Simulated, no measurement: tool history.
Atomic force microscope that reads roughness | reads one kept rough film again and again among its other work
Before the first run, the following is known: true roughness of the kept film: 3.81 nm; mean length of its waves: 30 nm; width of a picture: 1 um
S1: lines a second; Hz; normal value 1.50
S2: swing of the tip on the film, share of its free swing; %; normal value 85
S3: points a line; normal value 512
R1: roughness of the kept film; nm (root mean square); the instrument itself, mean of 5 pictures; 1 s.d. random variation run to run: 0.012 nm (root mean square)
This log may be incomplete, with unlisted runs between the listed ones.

run     day    S1  S2   S3     R1
  1   0.000  1.50  85  512  2.483
  2   2.217  1.50  85  512  2.316
  3   4.158  1.50  85  512  2.187
      5.858  -- new tip fitted
  4   7.167  1.50  85  512  2.751
  5   8.838  1.50  85  512  2.584
  6  10.317  1.50  85  512  2.457
  7  12.717  1.50  85  512  2.312
  8  15.029  1.50  85  512  2.156
     15.346  -- new tip fitted
  9  18.104  1.50  85  289  2.571
 10  21.200  1.50  57  289  2.677
 11  23.825  1.50  57  289  2.497
     24.721  -- new tip fitted
 12  26.258  1.50  57  289  3.080
 13  27.554  1.50  57  289  2.987
 14  29.392  1.50  64  512  2.761
 15  32.458  1.50  64  512  2.524
     34.133  -- new tip fitted
 16  34.608  1.50  64  512  3.167
 17  37.746  1.50  85  512  2.554
 18  39.975  1.50  85  512  2.379
 19  41.521  1.59  85  512  2.234
     43.688  -- new tip fitted
 20  44.221  2.20  85  512  2.633
     44.554  -- height scale calibrated on a step standard
 21  45.571  1.50  85  458  2.702
 22  48.004  0.52  77  353  2.848
 23  50.467  0.52  77  353  2.632
 24  52.183  0.52  77  353  2.534
     53.154  -- new tip fitted
     53.679  -- height scale calibrated on a step standard, once more
 25  53.875  1.50  85  453  2.786
 26  55.942  1.50  85  453  2.600
 27  57.846  1.50  85  453  2.444
 28  59.725  1.38  71  375  2.545
 29  61.354  1.38  80  795  2.312
     62.538  -- new tip fitted
 30  64.179  1.38  67  880  3.021
 31  66.192  1.38  67  880  2.837
 32  67.704  1.18  56  851  2.818
 33  69.583  1.18  56  851  2.656
     71.825  -- new tip fitted
 34  71.838  3.35  56  275  3.098
 35  73.383  0.60  61  384  3.107
 36  76.096  2.00  70  754  2.639
 37  78.929  3.75  67  411  2.271
 38  80.442  3.75  67  411  2.171
     81.267  -- new tip fitted
 39  81.929  3.75  67  411  2.824

Here are 4 independent what-if runs from the current tool condition. What would each one return?
  A  83.771  2.80  59  387   ?
  B  83.771  0.64  88  512   ?
  C  83.771  2.48  70  411   ?
  D  83.771  3.75  84  334   ?

run     R1
  A  2.878
  B  2.843
  C  2.722
  D  2.128
The same runs, with their run-to-run variation unchanged, on a tool lacking any hidden condition would have given:
run     R1
  A  3.133
  B  3.095
  C  2.963
  D  2.316

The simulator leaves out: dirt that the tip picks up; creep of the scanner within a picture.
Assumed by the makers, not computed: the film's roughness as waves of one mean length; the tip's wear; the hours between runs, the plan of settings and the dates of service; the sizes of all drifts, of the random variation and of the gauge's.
